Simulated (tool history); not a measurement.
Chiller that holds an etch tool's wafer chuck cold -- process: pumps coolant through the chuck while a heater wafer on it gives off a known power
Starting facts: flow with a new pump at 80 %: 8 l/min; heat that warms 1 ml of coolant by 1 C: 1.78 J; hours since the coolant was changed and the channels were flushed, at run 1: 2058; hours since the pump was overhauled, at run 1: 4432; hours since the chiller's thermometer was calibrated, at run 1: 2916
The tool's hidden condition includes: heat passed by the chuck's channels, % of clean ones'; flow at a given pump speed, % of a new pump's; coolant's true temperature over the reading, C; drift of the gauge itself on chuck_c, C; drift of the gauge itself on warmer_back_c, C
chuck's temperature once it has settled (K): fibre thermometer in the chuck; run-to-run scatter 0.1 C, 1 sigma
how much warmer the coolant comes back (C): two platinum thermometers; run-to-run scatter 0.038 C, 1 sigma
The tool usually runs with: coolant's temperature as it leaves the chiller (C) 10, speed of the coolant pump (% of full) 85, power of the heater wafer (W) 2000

run,day,coolant's temperature as it leaves the chiller (C),speed of the coolant pump (% of full),power of the heater wafer (W),hours since the coolant was changed and the channels were flushed,hours since the pump was overhauled,hours since the chiller's thermometer was calibrated,chuck's temperature once it has settled (K),how much warmer the coolant comes back (C)
1,0.000,10,85,2000,2058,4432,2916,306.75,8.75
2,5.933,10,85,1902,2201,4574,3059,305.75,8.37
3,11.508,10,62,2000,2335,4708,3192,315.15,12.60
4,15.350,10,62,2000,2427,4800,3285,315.25,12.73
5,21.988,10,62,1248,2586,4959,3444,303.15,7.94
# day 26.012: chiller's thermometer calibrated
6,29.171,10,62,1248,2757,5131,76,304.05,7.99
7,33.929,10,62,1248,2872,5245,190,303.75,7.98
8,37.438,10,62,1248,2956,5329,274,303.85,8.04
9,41.079,10,62,1248,3043,5417,362,304.15,7.99
10,47.104,10,62,1248,3188,5561,506,304.35,8.04
# day 47.946: coolant pump overhauled
11,54.221,10,62,1248,3354,151,672,305.15,8.51
12,57.867,10,85,2000,3441,238,759,309.35,9.43
13,62.271,10,61,2000,3547,344,865,318.85,14.03
14,67.929,10,85,2000,3683,480,1001,309.65,9.56
15,71.692,10,85,2786,3773,570,1091,320.05,13.31
16,76.296,10,85,2294,3883,680,1202,313.75,11.00
# day 78.600: coolant pump overhauled, once more
17,82.404,9,99,2000,4025,91,1343,302.05,6.71
18,87.067,9,99,2000,4137,203,1455,302.35,6.71
19,92.375,14,79,1268,4264,331,1583,302.75,5.45
20,96.721,14,79,1268,4369,435,1687,302.85,5.46
21,100.721,4,82,1996,4465,531,1783,301.15,8.37
22,108.450,4,82,1996,4650,716,1968,301.35,8.39
23,115.550,9,77,1131,4820,887,2139,296.75,5.08
24,119.346,9,77,1131,4912,978,2230,296.95,5.11
25,122.571,9,77,1131,4989,1055,2307,296.85,5.19
26,130.262,9,77,1131,5174,1240,2492,296.75,5.19
27,135.958,4,77,2790,5310,1377,2629,313.45,12.78
28,141.858,4,77,2790,5452,1518,2770,313.75,12.88
29,149.012,4,77,2790,5624,1690,2942,313.95,12.76
30,153.258,1,76,1239,5725,1792,3044,290.55,5.79
31,159.562,6,67,1239,5877,1943,3195,297.75,6.75

What if the next run were any one of these 3? Each begins from the tool's condition after run 31:
A,164.475,7,95,2922,5995,2061,3313,?,?
B,164.475,16,85,2000,5995,2061,3313,?,?
C,164.475,10,97,2000,5995,2061,3313,?,?

run,chuck's temperature once it has settled (K),how much warmer the coolant comes back (C)
A,312.25,10.73
B,313.45,8.38
C,304.65,7.13
Stripped of hidden state, with their random variation kept, the same runs would have yielded:
run,chuck's temperature once it has settled (K),how much warmer the coolant comes back (C)
A,307.95,10.13
B,310.35,7.92
C,301.85,6.73

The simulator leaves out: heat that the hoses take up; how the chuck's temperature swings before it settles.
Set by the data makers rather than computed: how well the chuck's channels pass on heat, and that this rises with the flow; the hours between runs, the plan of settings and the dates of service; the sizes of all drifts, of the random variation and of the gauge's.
